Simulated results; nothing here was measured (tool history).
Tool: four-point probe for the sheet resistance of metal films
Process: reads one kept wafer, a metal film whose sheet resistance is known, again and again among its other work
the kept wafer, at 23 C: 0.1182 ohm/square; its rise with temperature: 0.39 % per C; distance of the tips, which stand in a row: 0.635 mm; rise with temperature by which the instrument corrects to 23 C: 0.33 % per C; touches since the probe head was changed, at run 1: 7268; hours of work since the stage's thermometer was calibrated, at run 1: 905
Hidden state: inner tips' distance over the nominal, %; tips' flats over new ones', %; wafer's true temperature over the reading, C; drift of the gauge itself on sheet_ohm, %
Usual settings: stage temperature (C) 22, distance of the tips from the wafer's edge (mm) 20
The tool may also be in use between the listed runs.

run	day	stage temperature (C)	distance of the tips from the wafer's edge (mm)	touches since the probe head was changed	hours of work since the stage's thermometer was calibrated	sheet resistance as the instrument gives it (ohm/square)
1	0.000	22	20	7268	905	0.117483
2	0.646	24	20	7459	911	0.117612
3	1.350	22	5	7668	918	0.118389
4	2.142	22	61	7902	926	0.117402
5	2.729	22	63	8075	932	0.117383
6	3.079	22	7	8179	936	0.117886
7	3.796	22	7	8391	943	0.117888
8	4.283	22	7	8536	948	0.117967
9	4.650	22	7	8644	952	0.117882
10	5.033	19	7	8758	955	0.117678
11	5.542	19	7	8908	961	0.117641
12	6.021	19	7	9050	965	0.117694
13	6.379	18	20	9156	969	0.117159
14	6.729	18	20	9259	972	0.117152
15	7.288	18	20	9425	978	0.117124
16	8.125	22	4	9673	987	0.118938
17	8.671	22	26	9835	992	0.117394
18	9.179	22	26	9985	997	0.117385
19	9.879	22	20	10191	1004	0.117433
20	10.250	22	47	10302	1008	0.117375
21	10.821	24	4	10470	1014	0.119049
22	11.625	22	10	10708	1022	0.117586
23	12.046	22	3	10833	1026	0.120089
24	12.808	22	3	11059	1034	0.120099
25	13.500	32	70	11263	1040	0.118037
26	14.275	32	70	11493	1048	0.118039
27	14.804	32	70	11649	1054	0.118043
28	15.612	32	70	11888	1062	0.118013
29	16.392	30	13	12119	1069	0.118020
30	17.221	22	40	12365	1078	0.117310
31	17.642	28	9	12490	1082	0.118046
32	18.450	28	9	12729	1090	0.118027
33	19.054	28	9	12907	1096	0.118034
34	19.662	28	9	13087	1102	0.118025
35	20.008	34	25	13189	1106	0.118173
36	20.738	27	22	13406	1113	0.117716
37	21.258	27	22	13560	1118	0.117709
38	21.783	29	53	13714	1124	0.117803
39	22.438	23	4	13908	1130	0.118995

5 ways to go on from here, each from the tool as it stands after run 39. What would each give?
A	23.271	35	4	14155	1139	?
B	23.271	22	3	14155	1139	?
C	23.271	25	28	14155	1139	?
D	23.271	34	4	14155	1139	?
E	23.271	30	17	14155	1139	?

run	sheet resistance as the instrument gives it (ohm/square)
A	0.119764
B	0.120035
C	0.117574
D	0.119656
E	0.117921
Without the tool's hidden state the same runs would have given:
run	sheet resistance as the instrument gives it (ohm/square)
A	0.120606
B	0.120889
C	0.118409
D	0.120498
E	0.118755

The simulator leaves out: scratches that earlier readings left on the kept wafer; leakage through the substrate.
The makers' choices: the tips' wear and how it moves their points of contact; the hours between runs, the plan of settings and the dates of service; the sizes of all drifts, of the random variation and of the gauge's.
